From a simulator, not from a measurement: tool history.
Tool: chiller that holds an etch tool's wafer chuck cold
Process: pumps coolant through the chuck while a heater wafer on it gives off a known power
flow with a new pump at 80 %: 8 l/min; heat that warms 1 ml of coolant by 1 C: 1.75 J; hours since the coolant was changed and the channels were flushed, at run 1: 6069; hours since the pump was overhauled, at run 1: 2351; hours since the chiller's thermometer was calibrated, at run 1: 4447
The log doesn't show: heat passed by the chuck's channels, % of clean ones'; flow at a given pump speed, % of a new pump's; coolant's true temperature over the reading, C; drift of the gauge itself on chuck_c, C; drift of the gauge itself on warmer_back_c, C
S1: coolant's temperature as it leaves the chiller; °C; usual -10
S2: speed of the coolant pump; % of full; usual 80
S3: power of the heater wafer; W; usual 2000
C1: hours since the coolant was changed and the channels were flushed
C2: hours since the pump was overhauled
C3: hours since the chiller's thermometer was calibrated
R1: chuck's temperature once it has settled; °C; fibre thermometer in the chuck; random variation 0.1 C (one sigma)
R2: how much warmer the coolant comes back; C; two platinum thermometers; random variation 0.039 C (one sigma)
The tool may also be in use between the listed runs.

Run 1, day 0: usual settings; C1 6069; C2 2351; C3 4447. Result: R1 19.1 °C, R2 8.67 C.
Run 2, day 2.188: usual settings; C1 6121; C2 2403; C3 4500. Result: R1 19.3 °C, R2 8.61 C.
Run 3, day 4.754: usual settings; C1 6183; C2 2465; C3 4561. Result: R1 18.9 °C, R2 8.67 C.
Run 4, day 7.754: usual settings but S1 -20 °C; C1 6255; C2 2537; C3 4633. Result: R1 9.2 °C, R2 8.7 C.
Run 5, day 10.904: usual settings but S1 -20 °C; C1 6330; C2 2612; C3 4709. Result: R1 9.1 °C, R2 8.67 C.
Run 6, day 14.579: usual settings but S2 98 % of full; C1 6419; C2 2701; C3 4797. Result: R1 14.4 °C, R2 6.89 C.
Run 7, day 17.821: usual settings but S2 98 % of full; C1 6496; C2 2778; C3 4875. Result: R1 14.4 °C, R2 6.84 C.
Run 8, day 20.096: usual settings but S2 67 % of full; C1 6551; C2 2833; C3 4929. Result: R1 24.2 °C, R2 10.67 C.
Run 9, day 23.796: usual settings but S2 67 % of full; C1 6640; C2 2922; C3 5018. Result: R1 24.5 °C, R2 10.61 C.
Run 10, day 26.192: usual settings but S2 67 % of full; C1 6697; C2 2979; C3 5076. Result: R1 24.4 °C, R2 10.66 C.
Run 11, day 28.304: usual settings but S1 -3 °C, S2 84 % of full, S3 2663 W; C1 6748; C2 3030; C3 5126. Result: R1 34.2 °C, R2 10.84 C.
Run 12, day 31.558: usual settings but S1 -3 °C, S3 2785 W; C1 6826; C2 3108; C3 5205. Result: R1 37.8 °C, R2 12.06 C.
Run 13, day 35.096: usual settings but S1 -15 °C, S3 2635 W; C1 6911; C2 3193; C3 5289. Result: R1 23.5 °C, R2 11.51 C.
Run 14, day 38.396: usual settings but S3 1752 W; C1 6990; C2 3272; C3 5369. Result: R1 16 °C, R2 7.59 C.
Run 15, day 41.146: usual settings but S1 -19 °C, S2 83 % of full, S3 1756 W; C1 7056; C2 3338; C3 5435. Result: R1 6.3 °C, R2 7.27 C.
Run 16, day 43.242: usual settings but S1 -2 °C, S2 69 % of full, S3 2464 W; C1 7107; C2 3388; C3 5485. Result: R1 39.3 °C, R2 12.68 C.
Run 17, day 45.1: usual settings but S1 -2 °C, S2 98 % of full, S3 2311 W; C1 7151; C2 3433; C3 5530. Result: R1 26.6 °C, R2 8 C.
Run 18, day 48.454: usual settings but S1 -2 °C, S2 98 % of full, S3 2311 W; C1 7232; C2 3514; C3 5610. Result: R1 26.6 °C, R2 7.94 C.
Run 19, day 50.796: usual settings but S1 -11 °C, S2 88 % of full, S3 1450 W; C1 7288; C2 3570; C3 5666. Result: R1 9 °C, R2 5.65 C.

3 ways to go on from here, each from the tool as it stands after run 19. What would each give?
At day 51.879: chiller's thermometer calibrated.
Run A, day 54.058: usual settings but S1 -17 °C, S2 63 % of full, S3 1454 W; C1 7365; C2 3647; C3 52. Result: R1 ?, R2 ?.
At day 51.879: chiller's thermometer calibrated.
Run B, day 54.058: usual settings but S2 64 % of full, S3 2696 W; C1 7365; C2 3647; C3 52. Result: R1 ?, R2 ?.
At day 51.879: chiller's thermometer calibrated.
Run C, day 54.058: usual settings but S1 -16 °C, S2 72 % of full, S3 1450 W; C1 7365; C2 3647; C3 52. Result: R1 ?, R2 ?.

run    R1     R2
  A   9.3   8.28
  B  37.8  15.16
  C   7.2   7.04
Without the tool's hidden state the same runs would have given:
run    R1    R2
  A     7  8.14
  B  33.7  14.9
  C   5.2  6.92

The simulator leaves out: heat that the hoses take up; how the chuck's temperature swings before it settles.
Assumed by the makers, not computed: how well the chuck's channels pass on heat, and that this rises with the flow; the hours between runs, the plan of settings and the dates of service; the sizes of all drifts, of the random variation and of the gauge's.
